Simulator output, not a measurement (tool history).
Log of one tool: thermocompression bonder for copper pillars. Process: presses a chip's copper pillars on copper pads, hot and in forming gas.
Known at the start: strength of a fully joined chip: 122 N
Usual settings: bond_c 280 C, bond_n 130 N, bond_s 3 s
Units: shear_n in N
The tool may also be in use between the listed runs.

{"run": 1, "hour": 0.0, "bond_c": 280, "bond_n": 130, "bond_s": 3, "shear_n": 70.8}
{"run": 2, "hour": 24.4, "bond_c": 280, "bond_n": 130, "bond_s": 3, "shear_n": 71.9}
{"run": 3, "hour": 50.0, "bond_c": 280, "bond_n": 130, "bond_s": 3, "shear_n": 71.1}
{"run": 4, "hour": 75.2, "bond_c": 280, "bond_n": 130, "bond_s": 3, "shear_n": 71.3}
{"run": 5, "hour": 91.1, "bond_c": 280, "bond_n": 130, "bond_s": 3, "shear_n": 71.5}
{"run": 6, "hour": 108.9, "bond_c": 280, "bond_n": 130, "bond_s": 9, "shear_n": 94.3}
{"run": 7, "hour": 121.9, "bond_c": 280, "bond_n": 130, "bond_s": 9, "shear_n": 95.2}
{"run": 8, "hour": 147.1, "bond_c": 280, "bond_n": 130, "bond_s": 9, "shear_n": 95.2}
{"run": 9, "hour": 172.8, "bond_c": 309, "bond_n": 130, "bond_s": 3, "shear_n": 92.4}
{"run": 10, "hour": 199.2, "bond_c": 280, "bond_n": 162, "bond_s": 3, "shear_n": 85.8}
{"run": 11, "hour": 225.4, "bond_c": 280, "bond_n": 162, "bond_s": 3, "shear_n": 85.1}
{"run": 12, "hour": 240.3, "bond_c": 280, "bond_n": 162, "bond_s": 3, "shear_n": 85.7}
{"run": 13, "hour": 262.3, "bond_c": 263, "bond_n": 130, "bond_s": 3, "shear_n": 58.0}
{"run": 14, "hour": 274.6, "bond_c": 263, "bond_n": 130, "bond_s": 3, "shear_n": 57.6}
{"run": 15, "hour": 286.7, "bond_c": 263, "bond_n": 130, "bond_s": 7, "shear_n": 75.5}
{"run": 16, "hour": 312.9, "bond_c": 280, "bond_n": 130, "bond_s": 5, "shear_n": 82.4}
{"run": 17, "hour": 330.7, "bond_c": 280, "bond_n": 130, "bond_s": 5, "shear_n": 81.8}
{"hour": 341.0, "done": "heater calibrated with a thermocouple chip"}
{"run": 18, "hour": 344.7, "bond_c": 280, "bond_n": 130, "bond_s": 5, "shear_n": 72.9}
{"run": 19, "hour": 361.5, "bond_c": 280, "bond_n": 130, "bond_s": 5, "shear_n": 73.1}
{"run": 20, "hour": 383.3, "bond_c": 275, "bond_n": 103, "bond_s": 2, "shear_n": 38.6}
{"run": 21, "hour": 405.6, "bond_c": 264, "bond_n": 177, "bond_s": 2, "shear_n": 59.4}
{"run": 22, "hour": 420.7, "bond_c": 277, "bond_n": 190, "bond_s": 4, "shear_n": 89.6}
{"run": 23, "hour": 439.0, "bond_c": 261, "bond_n": 139, "bond_s": 3, "shear_n": 52.0}
{"hour": 444.0, "done": "forming gas filter changed"}
{"run": 24, "hour": 467.6, "bond_c": 261, "bond_n": 94, "bond_s": 9, "shear_n": 52.8}
{"run": 25, "hour": 486.1, "bond_c": 261, "bond_n": 94, "bond_s": 9, "shear_n": 52.1}
{"run": 26, "hour": 509.1, "bond_c": 261, "bond_n": 94, "bond_s": 9, "shear_n": 52.0}
{"run": 27, "hour": 530.2, "bond_c": 261, "bond_n": 94, "bond_s": 9, "shear_n": 52.3}
{"run": 28, "hour": 556.1, "bond_c": 274, "bond_n": 148, "bond_s": 4, "shear_n": 73.5}
{"run": 29, "hour": 581.6, "bond_c": 280, "bond_n": 100, "bond_s": 7, "shear_n": 65.9}
{"run": 30, "hour": 599.0, "bond_c": 280, "bond_n": 100, "bond_s": 7, "shear_n": 65.7}
{"run": 31, "hour": 622.9, "bond_c": 280, "bond_n": 100, "bond_s": 3, "shear_n": 48.9}

4 ways to go on from here, each from the tool as it stands after run 31. What would each give?
{"run": "A", "hour": 648.6, "bond_c": 277, "bond_n": 130, "bond_s": 3, "shear_n": "?"}
{"run": "B", "hour": 648.6, "bond_c": 280, "bond_n": 93, "bond_s": 7, "shear_n": "?"}
{"run": "C", "hour": 648.6, "bond_c": 270, "bond_n": 100, "bond_s": 3, "shear_n": "?"}
{"run": "D", "hour": 648.6, "bond_c": 280, "bond_n": 100, "bond_s": 3, "shear_n": "?"}

run=A shear_n=61.7
run=B shear_n=61.4
run=C shear_n=42.3
run=D shear_n=49.2
Without the tool's hidden state the same runs would have given:
run=A shear_n=61.6
run=B shear_n=61.3
run=C shear_n=42.0
run=D shear_n=49.0

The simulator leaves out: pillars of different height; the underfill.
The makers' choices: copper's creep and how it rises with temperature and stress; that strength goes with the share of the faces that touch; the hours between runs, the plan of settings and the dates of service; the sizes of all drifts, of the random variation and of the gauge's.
